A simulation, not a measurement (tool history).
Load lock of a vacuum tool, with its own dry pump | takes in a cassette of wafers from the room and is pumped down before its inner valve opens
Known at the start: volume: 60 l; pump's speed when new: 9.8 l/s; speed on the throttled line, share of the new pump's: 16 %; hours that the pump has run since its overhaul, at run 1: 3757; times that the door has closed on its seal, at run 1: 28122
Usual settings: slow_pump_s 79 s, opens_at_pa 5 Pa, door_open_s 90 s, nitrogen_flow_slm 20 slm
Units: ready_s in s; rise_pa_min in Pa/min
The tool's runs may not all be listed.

run    hour  slow_pump_s  opens_at_pa  door_open_s  nitrogen_flow_slm  hours that the pump has run since its overhaul  times that the door has closed on its seal  incoming humidity of the room's air, %  ready_s  rise_pa_min
  1       0           79            5           90                 20                                            3757                                       28122                                    44.8      131        0.313
  2   222.4           79            5           90                 20                                            3979                                       28916                                      44    133.5        0.325
  3     413           79            5           90                 20                                            4170                                       29596                                    44.5    133.3        0.337
  4   542.2           79            5           90                 20                                            4299                                       30058                                      46    132.8        0.338
  5   752.9           79            5           90                 20                                            4510                                       30810                                    45.7      133        0.352
  6   914.4           79            5           73                 20                                            4671                                       31387                                    44.9      133        0.362
  7  1084.6           79            6           90                 20                                            4841                                       31994                                    47.9    130.6        0.391
  8  1289.6           79            6           90                 20                                            5046                                       32726                                    44.4    133.6        0.393
  9  1446.4           59            4           91                 24                                            5203                                       33286                                    44.9    120.5        0.397
 10  1583.9           59            4           91                 24                                            5341                                       33777                                      48    121.1        0.399
 11  1753.9           57            4           91                 24                                            5511                                       34384                                    44.7    119.4        0.402
 12  1904.9           57            4           91                 24                                            5662                                       34923                                    46.2    121.2        0.423
 13  2090.4           57            4           91                 24                                            5847                                       35585                                    43.2    119.7        0.435
 14  2210.7          123            4           47                 27                                            5968                                       36015                                    45.2    174.4        0.433
 15  2417.3          123            5           77                 27                                            6174                                       36752                                    47.9    173.5        0.459
 16  2556.8          123           10          119                 24                                            6314                                       37251                                    47.5    168.1        0.468

4 ways to go on from here, each from the tool as it stands after run 16. What would each give?
  A  2799.3           61            5           37                 20                                            6556                                       38116                                    45.5        ?            ?
  B  2799.3           42           10           65                  8                                            6556                                       38116                                    44.4        ?            ?
  C  2799.3           95            5           90                 20                                            6556                                       38116                                    44.5        ?            ?
  D  2799.3          123            6          119                 24                                            6556                                       38116                                    45.1        ?            ?

run  ready_s  rise_pa_min
  A    122.3        0.468
  B    102.1        0.481
  C    149.7        0.478
  D    171.4        0.478
Without the tool's hidden state the same runs would have given:
run  ready_s  rise_pa_min
  A    111.7        0.027
  B     91.9        0.046
  C    140.2        0.043
  D      163         0.04

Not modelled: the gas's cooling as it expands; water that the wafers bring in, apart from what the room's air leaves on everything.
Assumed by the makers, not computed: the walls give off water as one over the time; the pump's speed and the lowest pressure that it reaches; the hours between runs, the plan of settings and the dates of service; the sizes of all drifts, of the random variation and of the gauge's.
